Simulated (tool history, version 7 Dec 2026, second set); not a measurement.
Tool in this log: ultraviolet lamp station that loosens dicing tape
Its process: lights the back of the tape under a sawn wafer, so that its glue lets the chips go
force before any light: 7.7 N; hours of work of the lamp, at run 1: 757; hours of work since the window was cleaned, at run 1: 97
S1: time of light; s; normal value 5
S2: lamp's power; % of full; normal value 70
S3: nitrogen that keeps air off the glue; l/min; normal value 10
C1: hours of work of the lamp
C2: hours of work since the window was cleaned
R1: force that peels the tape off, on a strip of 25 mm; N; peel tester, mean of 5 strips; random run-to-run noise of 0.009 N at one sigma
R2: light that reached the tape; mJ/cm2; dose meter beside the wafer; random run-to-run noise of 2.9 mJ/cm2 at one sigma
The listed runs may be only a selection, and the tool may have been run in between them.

run    hour  S1  S2  S3    C1   C2     R1   R2
  1       0   5  70  10   757   97  0.385  429
  2    73.3   5  87  10   787  127  0.206  531
  3   137.3   5  87  10   814  153  0.194  535
  4   228.8   5  87  10   851  190  0.199  524
  5   293.4   5  87  10   878  217  0.204  528
  6   351.8   5  70  10   902  241  0.369  424
  7   425.9   5  62  10   932  271  0.522  378
  8   474.7   5  62  10   952  291  0.543  377
  9   537.5   5  62  10   978  317  0.508  374
 10   582.1   5  62  10   996  335  0.528  376
 11   643.2   5  62  10  1021  360  0.518  376
 12   689.6   9  62  10  1040  379  0.118  675
 13   767.6   9  62  10  1072  411  0.095  677
      821.2  -- window cleaned of glue's vapour
 14     845   3  89   4  1104   10  1.323  320
      876.5  -- lamp changed
 15   886.5   5  96  15     4   26  0.118  582
 16   975.2   5  96  15    41   63  0.125  595
 17  1046.7   3  96   3    70   92  1.331  351
 18    1114   2  73  10    97  120  2.118  177
 19  1200.4   5  91   8   133  155  0.216  552
 20  1285.6   3  70  10   168  190  1.172  255
 21  1366.5   8  76   8   201  223  0.104  738
 22  1453.2   7  76   4   237  259  0.265  649
 23  1530.3   7  76   4   268  290   0.28  652
 24  1569.1   9  75   6   284  306  0.091  816
 25  1612.6   9  75   6   302  324  0.096  826

5 ways to go on from here, each from the tool as it stands after run 25. What would each give?
  A  1698.5   2  70  10  337  359   ?   ?
  B  1698.5   2  70  10  337  359   ?   ?
  C  1698.5   8  87  19  337  359   ?   ?
  D  1698.5   8  70   5  337  359   ?   ?
  E  1698.5   5  92  10  337  359   ?   ?

run     R1   R2
  A  2.268  170
  B  2.187  169
  C  0.057  847
  D  0.179  678
  E  0.177  562
The same runs, with their run-to-run variation unchanged, on a tool lacking any hidden condition would have given:
run     R1   R2
  A  2.263  170
  B  2.182  170
  C  0.057  849
  D  0.178  679
  E  0.176  563

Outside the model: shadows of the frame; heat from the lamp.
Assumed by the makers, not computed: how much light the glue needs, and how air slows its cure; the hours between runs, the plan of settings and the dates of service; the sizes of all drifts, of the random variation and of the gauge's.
